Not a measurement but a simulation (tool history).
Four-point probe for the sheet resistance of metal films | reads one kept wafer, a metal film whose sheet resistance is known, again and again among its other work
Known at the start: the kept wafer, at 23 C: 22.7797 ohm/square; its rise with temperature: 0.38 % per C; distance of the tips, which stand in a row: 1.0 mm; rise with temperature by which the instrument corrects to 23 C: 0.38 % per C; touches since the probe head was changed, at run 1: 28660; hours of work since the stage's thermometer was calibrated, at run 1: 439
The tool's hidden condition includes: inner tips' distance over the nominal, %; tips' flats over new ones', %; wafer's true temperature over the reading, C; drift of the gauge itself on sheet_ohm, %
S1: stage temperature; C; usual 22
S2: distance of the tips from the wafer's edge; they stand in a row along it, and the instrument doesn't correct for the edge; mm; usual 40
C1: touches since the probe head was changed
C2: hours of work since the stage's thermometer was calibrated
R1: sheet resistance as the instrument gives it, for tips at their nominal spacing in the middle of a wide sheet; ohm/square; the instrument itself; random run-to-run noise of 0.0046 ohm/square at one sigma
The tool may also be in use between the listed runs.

run     day  S1  S2     C1   C2         R1
  1       0  22  40  28660  439  22.922667
  2   0.379  22  40  29228  445  22.925756
  3   0.679  22  40  29677  451  22.925926
  4   1.221  24  40  30494  460  22.925971
  5   1.896  22  40  31502  472  22.923527
  6   2.225  22  16  31996  478  22.975513
  7   2.521  22  40  32444  483  22.921892
  8   2.808  22  40  32873  488  22.922264
  9   3.346  22  40  33682  497  22.926211
 10   3.879  22  40  34478  506  22.931803
 11   4.542  22  42  35476  518  22.934288
 12   5.042  22  42  36225  527  22.940744
 13   5.633  22  42  37114  537  22.940111
 14   5.938  22  42  37566  542   22.94344
 15   6.275  22  42  38074  548  22.946117
 16   6.558  22  56  38502  553  22.940972
 17   6.983  21  40  39136  560  22.944933
 18   7.592  22  40  40049  571  22.951372
 19   7.971  22  40  40620  577  22.947232
 20   8.342  21   4  41177  584   23.69747
 21   8.767  21  23  41814  591  22.969079
 22   9.333  33  65  42661  601  22.945214
 23   9.771  33  65  43321  609  22.948874
 24  10.358  22  25  44197  619  22.969531
 25  10.708  22  19  44728  625  22.991787
 26  11.225  22   7  45503  634  23.203189
 27  11.754  25  46  46292  643  22.961372
 28   12.35  22  58  47189  654  22.967659
 29  12.754  18  11  47792  661  23.059971
 30  13.092  18  11  48301  666  23.065354
 31  13.608  18   7  49073  675  23.210059
 32  14.271  18   7  50071  687  23.212121
 33  14.879  22  16  50981  697  23.012099
 34  15.454  24  25  51843  707  22.989885
 35  16.129  30   3  52859  719  24.263896
 36  16.675  26  14  53679  729  23.041664
 37  17.312  26  14  54633  740  23.031741
 38  17.675  26  14  55175  746  23.041378

Measured less the same run without the tool's hidden state. The same run-to-run variation is in both; the gauge's scatter may not be:
run         R1
  1   +0.13088
  2  +0.132581
  3  +0.133821
  4   +0.13609
  5   +0.13867
  6  +0.140279
  7  +0.141058
  8  +0.142235
  9  +0.144301
 10  +0.146396
 11  +0.148765
 12  +0.150669
 13  +0.152865
 14  +0.154008
 15  +0.155315
 16  +0.156298
 17  +0.157915
 18  +0.160299
 19   +0.16173
 20  +0.167869
 21  +0.164719
 22  +0.167294
 23  +0.168812
 24  +0.170557
 25  +0.171992
 26  +0.175547
 27  +0.175925
 28  +0.178145
 29  +0.180093
 30  +0.181446
 31  +0.184413
 32  +0.187055
 33  +0.188251
 34  +0.190505
 35  +0.203106
 36  +0.195712
 37  +0.198117
 38  +0.199727
